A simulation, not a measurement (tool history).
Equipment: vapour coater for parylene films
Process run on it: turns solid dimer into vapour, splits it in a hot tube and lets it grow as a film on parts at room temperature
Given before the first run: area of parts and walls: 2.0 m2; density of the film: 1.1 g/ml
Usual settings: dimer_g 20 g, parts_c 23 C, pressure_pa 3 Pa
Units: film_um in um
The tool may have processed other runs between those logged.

run	day	dimer_g	parts_c	pressure_pa	film_um
1	0	20	23	3	5.5
2	0.792	20	23	2.11	5.71
3	2.217	20	23	2.11	5.65
4	3.267	20	23	2.11	5.61
5	4.183	20	23	3	5.43
6	5.446	20	23	3.77	5.37
7	6.208	20	35	3.77	3.78
# day 6.621: trap's valve overhauled
8	7.025	20	23	3	5.82
9	7.654	20	23	3	5.86
10	8.608	20	23	3	5.85
11	9.571	20	23	3	5.83
12	10.712	20	23	3	5.79
13	11.704	20	23	2.82	5.77
14	12.996	20	23	3	5.82
15	13.954	20	23	5.62	5.6
16	15.054	20	16	3	7.05
17	15.712	29	23	3	8.4
18	16.367	29	23	3	8.25
19	17.417	29	23	3	8.31
20	18.888	20	34	3	4.05
21	20.35	20	34	3	4.1
22	21.8	8	23	3	2.25
# day 21.908: table's thermometer calibrated
23	22.679	20	25	3	5.38
24	23.292	20	25	3	5.34
25	23.975	18	15	4.26	6.29
26	25.104	17	20	3	5.24
27	26.371	10	18	3.27	3.21
28	27.142	10	18	3.27	3.17
29	28.154	10	18	3.27	3.29
# day 28.775: table's thermometer calibrated, once more
30	29.45	10	18	3.27	3.12
31	30.7	10	18	3.27	3.06
32	32.012	23	23	6.57	5.89
# day 32.796: trap's valve overhauled
33	33.454	8	32	3	1.75
34	34.271	20	35	2.56	4.11
35	35.546	32	24	5.02	8.71
36	36.2	8	19	3.9	2.58
37	36.867	23	16	4.99	7.87
38	38.162	23	16	4.99	7.88
39	39.054	29	30	7.13	6.4
40	39.892	22	15	8.28	7.47
41	40.958	22	15	8.28	7.61
42	42.329	22	15	8.28	7.6

3 options for the next run, each taken on its own from the tool as it stands now. Forecast them:
A	43.542	8	32	3	?
B	43.542	14	21	2.53	?
C	43.542	12	23	3	?

run	film_um
A	1.67
B	4.18
C	3.43
What these runs would have given with no unlogged condition in the tool:
run	film_um
A	1.72
B	4.3
C	3.53
